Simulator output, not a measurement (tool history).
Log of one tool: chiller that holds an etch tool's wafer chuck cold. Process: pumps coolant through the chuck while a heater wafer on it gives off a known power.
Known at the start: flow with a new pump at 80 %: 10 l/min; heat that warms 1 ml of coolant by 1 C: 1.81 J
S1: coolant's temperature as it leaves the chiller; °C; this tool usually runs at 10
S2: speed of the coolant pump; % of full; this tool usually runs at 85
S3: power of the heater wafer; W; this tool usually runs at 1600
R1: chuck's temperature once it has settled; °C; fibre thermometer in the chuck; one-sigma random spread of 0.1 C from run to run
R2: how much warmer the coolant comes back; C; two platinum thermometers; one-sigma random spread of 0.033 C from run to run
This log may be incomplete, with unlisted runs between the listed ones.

run,hour,S1,S2,S3,R1,R2
1,0.0,10,85,1600,26.4,4.97
2,138.2,1,85,1600,17.6,4.90
3,267.6,10,85,1397,24.1,4.35
4,369.7,10,85,1600,26.7,4.92
5,448.7,10,85,1600,26.5,4.96
6,526.2,10,85,2199,32.6,6.77
7,592.9,10,72,2199,35.2,8.12
8,727.0,10,62,1600,30.5,6.92
9,792.4,18,69,1511,36.0,5.84
10,854.7,2,78,1462,18.0,4.97
11,990.7,2,78,1462,18.0,4.93
12,1102.6,14,78,1462,29.8,4.92
13,1235.6,17,94,1600,32.4,4.38
14,1379.3,17,94,1600,32.3,4.45

Run 15 is up next; what results do you expect?
15,1475.3,8,62,1157,?,?

Run 15 measured R1 22.7 °C, R2 4.98 C.
Take away the tool's hidden state, keep the run-to-run variation as it was, and the same run would have given R1 22.7 °C, R2 5.05 C.
